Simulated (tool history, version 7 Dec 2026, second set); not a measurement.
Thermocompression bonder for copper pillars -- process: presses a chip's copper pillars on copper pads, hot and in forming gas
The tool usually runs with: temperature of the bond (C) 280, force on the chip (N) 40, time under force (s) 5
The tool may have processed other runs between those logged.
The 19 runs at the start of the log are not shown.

run	day	temperature of the bond (C)	force on the chip (N)	time under force (s)	force that shears a chip off (N)
20	20.812	280	40	5	61
21	22.262	280	40	5	62.1
# day 22.462: forming gas filter changed
22	23.571	281	34	7	60.8
23	24.45	305	31	4	57.7
24	25.583	289	36	9	73.1
25	26.554	280	28	3	36.2
26	27.654	280	28	3	35.8
27	29.246	251	39	12	60.1
28	30.892	251	39	12	60
29	32.179	280	28	5	44
30	33.296	280	40	11	76.3
31	34.429	280	47	11	84.5
32	35.9	253	28	5	32
# day 37.142: forming gas filter changed
33	37.496	269	26	5	36.2
34	38.871	280	40	12	79.5
35	40.092	284	40	12	80.2
36	41.046	284	49	7	81.8
37	42.2	284	49	5	75.1
38	43.008	300	30	13	76.2
39	44.396	285	56	5	82.1

What if the next run were any one of these 3? Each begins from the tool's condition after run 39:
A	45.538	280	40	12	?
B	45.538	306	29	3	?
C	45.538	280	40	4	?

run	force that shears a chip off (N)
A	79.1
B	49.8
C	58.8
What these runs would have given with no unlogged condition in the tool:
run	force that shears a chip off (N)
A	79.1
B	49.7
C	58.7
